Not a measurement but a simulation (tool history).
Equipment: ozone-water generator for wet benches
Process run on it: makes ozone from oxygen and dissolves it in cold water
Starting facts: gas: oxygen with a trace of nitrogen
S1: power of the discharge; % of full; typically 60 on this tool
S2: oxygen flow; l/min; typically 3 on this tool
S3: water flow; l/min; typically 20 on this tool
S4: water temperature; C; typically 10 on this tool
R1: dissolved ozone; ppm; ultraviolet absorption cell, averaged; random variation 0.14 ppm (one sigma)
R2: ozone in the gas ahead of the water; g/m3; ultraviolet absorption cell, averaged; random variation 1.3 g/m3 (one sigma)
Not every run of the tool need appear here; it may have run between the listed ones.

{"run": 1, "hour": 0.0, "S1": 60, "S2": 3, "S3": 20, "S4": 10, "R1": 14.9, "R2": 232.2}
{"run": 2, "hour": 94.0, "S1": 91, "S2": 3, "S3": 20, "S4": 10, "R1": 20.9, "R2": 331.2}
{"run": 3, "hour": 176.4, "S1": 91, "S2": 3, "S3": 20, "S4": 11, "R1": 20.9, "R2": 332.3}
{"run": 4, "hour": 271.3, "S1": 91, "S2": 3, "S3": 20, "S4": 11, "R1": 20.7, "R2": 326.9}
{"run": 5, "hour": 357.0, "S1": 60, "S2": 2.17, "S3": 20, "S4": 10, "R1": 12.9, "R2": 262.2}
{"run": 6, "hour": 407.3, "S1": 93, "S2": 3, "S3": 20, "S4": 10, "R1": 20.9, "R2": 332.7}
{"run": 7, "hour": 481.7, "S1": 93, "S2": 3, "S3": 20, "S4": 15, "R1": 19.9, "R2": 329.6}
{"run": 8, "hour": 556.2, "S1": 93, "S2": 3, "S3": 20, "S4": 15, "R1": 19.7, "R2": 334.1}
{"run": 9, "hour": 669.1, "S1": 53, "S2": 3.11, "S3": 20, "S4": 10, "R1": 13.3, "R2": 202.9}

What does the tool deliver on the next run?
{"run": 10, "hour": 741.2, "S1": 53, "S2": 3.11, "S3": 24, "S4": 6, "R1": "?", "R2": "?"}

Run 10 came out at R1 11 ppm, R2 203.4 g/m3.
On a tool with no hidden condition, and with the same random variation, this run would have come out at R1 11.8 ppm, R2 211.4 g/m3.
